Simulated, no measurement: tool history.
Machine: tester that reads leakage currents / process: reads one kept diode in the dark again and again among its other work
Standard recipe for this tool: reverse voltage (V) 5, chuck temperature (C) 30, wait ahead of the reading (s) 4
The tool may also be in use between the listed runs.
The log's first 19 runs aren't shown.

| run | hour | reverse voltage (V) | chuck temperature (C) | wait ahead of the reading (s) | hours of work since the probe card was cleaned | hours of work since the tester was calibrated | hours of work since the chuck was calibrated | current that the tester gives (pA) |
|---|---|---|---|---|---|---|---|---|
| 20 | 4220.2 | 2.98 | 30 | 4 | 1668 | 524 | 1189 | 70.02 |
| 21 | 4470.8 | 4.64 | 56 | 4.36 | 1858 | 715 | 1379 | 629.36 |
|  | 4513.5 | chuck's temperature calibrated |
| 22 | 4657.9 | 4.64 | 56 | 4.36 | 1998 | 855 | 110 | 718.28 |
| 23 | 4820.2 | 1.19 | 30 | 0.45 | 2122 | 978 | 233 | 49.13 |
| 24 | 4959.6 | 1.19 | 30 | 0.45 | 2227 | 1084 | 339 | 48.67 |
| 25 | 5136 | 5 | 30 | 1.2 | 2361 | 1218 | 472 | 101.42 |
| 26 | 5259.8 | 5 | 30 | 1.2 | 2455 | 1312 | 566 | 100.3 |
| 27 | 5520.3 | 5 | 30 | 1.2 | 2653 | 1509 | 764 | 98.26 |
| 28 | 5720.4 | 8.1 | 54 | 4 | 2805 | 1661 | 916 | 761.85 |
| 29 | 5871.1 | 1.52 | 54 | 4.64 | 2919 | 1776 | 1030 | 322.38 |
| 30 | 6125.3 | 2.79 | 29 | 4.12 | 3112 | 1969 | 1223 | 63.61 |
| 31 | 6239.3 | 2.57 | 33 | 0.82 | 3198 | 2055 | 1310 | 83.66 |
|  | 6374.8 | chuck's temperature calibrated |
| 32 | 6469.1 | 9.71 | 32 | 1.94 | 3371 | 2228 | 72 | 182.65 |
|  | 6605.1 | probe card cleaned and baked |
| 33 | 6688.4 | 5 | 23 | 0.57 | 63 | 2392 | 236 | 57.93 |
| 34 | 6869.7 | 4.45 | 29 | 0.57 | 201 | 2530 | 373 | 88.67 |
| 35 | 7149.1 | 4.45 | 29 | 0.57 | 413 | 2742 | 585 | 87.13 |
| 36 | 7362.2 | 4.45 | 29 | 0.57 | 575 | 2904 | 747 | 85.43 |
| 37 | 7639 | 4.45 | 26 | 8.18 | 785 | 3114 | 957 | 64.2 |

Forecast each of these 3 alternatives for the next run:
| A | 7806.5 | 1.21 | 30 | 2 | 912 | 3241 | 1084 | ? |
| B | 7806.5 | 4.45 | 26 | 0.73 | 912 | 3241 | 1084 | ? |
| C | 7806.5 | 5.36 | 30 | 8.18 | 912 | 3241 | 1084 | ? |

| run | current that the tester gives (pA) |
|---|---|
| A | 45.33 |
| B | 64.44 |
| C | 97.62 |
Without the tool's unlogged condition, the same runs would have read:
| run | current that the tester gives (pA) |
|---|---|
| A | 49.99 |
| B | 70.18 |
| C | 106.67 |
